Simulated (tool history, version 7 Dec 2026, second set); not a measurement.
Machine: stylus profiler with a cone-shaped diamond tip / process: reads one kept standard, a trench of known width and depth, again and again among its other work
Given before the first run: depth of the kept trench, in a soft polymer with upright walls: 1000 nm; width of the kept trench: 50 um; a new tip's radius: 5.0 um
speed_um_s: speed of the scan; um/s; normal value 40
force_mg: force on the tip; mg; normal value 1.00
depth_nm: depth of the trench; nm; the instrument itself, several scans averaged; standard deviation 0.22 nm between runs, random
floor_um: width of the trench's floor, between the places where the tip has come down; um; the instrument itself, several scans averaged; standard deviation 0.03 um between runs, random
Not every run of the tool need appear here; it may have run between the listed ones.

{"run": 1, "hour": 0.0, "speed_um_s": 40, "force_mg": 1.0, "depth_nm": 1006.14, "floor_um": 42.74}
{"run": 2, "hour": 9.7, "speed_um_s": 40, "force_mg": 1.0, "depth_nm": 1006.39, "floor_um": 42.7}
{"run": 3, "hour": 22.5, "speed_um_s": 40, "force_mg": 1.0, "depth_nm": 1006.76, "floor_um": 42.7}
{"run": 4, "hour": 36.4, "speed_um_s": 40, "force_mg": 1.0, "depth_nm": 1006.71, "floor_um": 42.67}
{"run": 5, "hour": 49.9, "speed_um_s": 40, "force_mg": 1.0, "depth_nm": 1006.68, "floor_um": 42.64}
{"run": 6, "hour": 63.4, "speed_um_s": 40, "force_mg": 1.0, "depth_nm": 1006.72, "floor_um": 42.61}
{"run": 7, "hour": 72.8, "speed_um_s": 40, "force_mg": 2.54, "depth_nm": 1011.74, "floor_um": 42.68}
{"run": 8, "hour": 90.4, "speed_um_s": 40, "force_mg": 1.0, "depth_nm": 1006.22, "floor_um": 42.58}
{"run": 9, "hour": 101.9, "speed_um_s": 40, "force_mg": 1.0, "depth_nm": 1006.91, "floor_um": 42.58}
{"run": 10, "hour": 120.4, "speed_um_s": 40, "force_mg": 1.0, "depth_nm": 1006.63, "floor_um": 42.51}
{"run": 11, "hour": 139.7, "speed_um_s": 40, "force_mg": 1.0, "depth_nm": 1006.84, "floor_um": 42.5}
{"run": 12, "hour": 157.5, "speed_um_s": 40, "force_mg": 2.63, "depth_nm": 1011.56, "floor_um": 42.51}
{"run": 13, "hour": 172.6, "speed_um_s": 40, "force_mg": 2.63, "depth_nm": 1011.95, "floor_um": 42.55}
{"run": 14, "hour": 193.3, "speed_um_s": 40, "force_mg": 2.63, "depth_nm": 1012.09, "floor_um": 42.47}
{"run": 15, "hour": 201.9, "speed_um_s": 70, "force_mg": 1.09, "depth_nm": 1007.13, "floor_um": 42.31}
{"run": 16, "hour": 218.4, "speed_um_s": 70, "force_mg": 1.09, "depth_nm": 1007.67, "floor_um": 42.31}
{"run": 17, "hour": 237.4, "speed_um_s": 40, "force_mg": 0.52, "depth_nm": 1005.56, "floor_um": 42.23}
{"run": 18, "hour": 256.0, "speed_um_s": 40, "force_mg": 0.52, "depth_nm": 1005.43, "floor_um": 42.23}
{"run": 19, "hour": 270.9, "speed_um_s": 93, "force_mg": 0.46, "depth_nm": 1005.35, "floor_um": 41.92}
{"run": 20, "hour": 287.5, "speed_um_s": 93, "force_mg": 0.46, "depth_nm": 1005.04, "floor_um": 41.91}
{"run": 21, "hour": 299.7, "speed_um_s": 93, "force_mg": 0.46, "depth_nm": 1005.2, "floor_um": 41.87}
{"run": 22, "hour": 315.4, "speed_um_s": 93, "force_mg": 0.46, "depth_nm": 1004.99, "floor_um": 41.91}
{"run": 23, "hour": 327.3, "speed_um_s": 10, "force_mg": 1.06, "depth_nm": 1007.66, "floor_um": 42.38}
{"run": 24, "hour": 343.8, "speed_um_s": 10, "force_mg": 1.06, "depth_nm": 1007.93, "floor_um": 42.35}

Below are 3 alternative next runs, each starting from the tool's condition after run 24. Predict each:
{"run": "A", "hour": 354.0, "speed_um_s": 58, "force_mg": 1.26, "depth_nm": "?", "floor_um": "?"}
{"run": "B", "hour": 354.0, "speed_um_s": 42, "force_mg": 0.97, "depth_nm": "?", "floor_um": "?"}
{"run": "C", "hour": 354.0, "speed_um_s": 19, "force_mg": 0.57, "depth_nm": "?", "floor_um": "?"}

run=A depth_nm=1008.51 floor_um=42.14
run=B depth_nm=1007.05 floor_um=42.19
run=C depth_nm=1005.40 floor_um=42.29
With the hidden condition removed and each run's random variation left untouched, the same runs would have given:
run=A depth_nm=1006.47 floor_um=43.78
run=B depth_nm=1005.01 floor_um=43.83
run=C depth_nm=1003.37 floor_um=43.93

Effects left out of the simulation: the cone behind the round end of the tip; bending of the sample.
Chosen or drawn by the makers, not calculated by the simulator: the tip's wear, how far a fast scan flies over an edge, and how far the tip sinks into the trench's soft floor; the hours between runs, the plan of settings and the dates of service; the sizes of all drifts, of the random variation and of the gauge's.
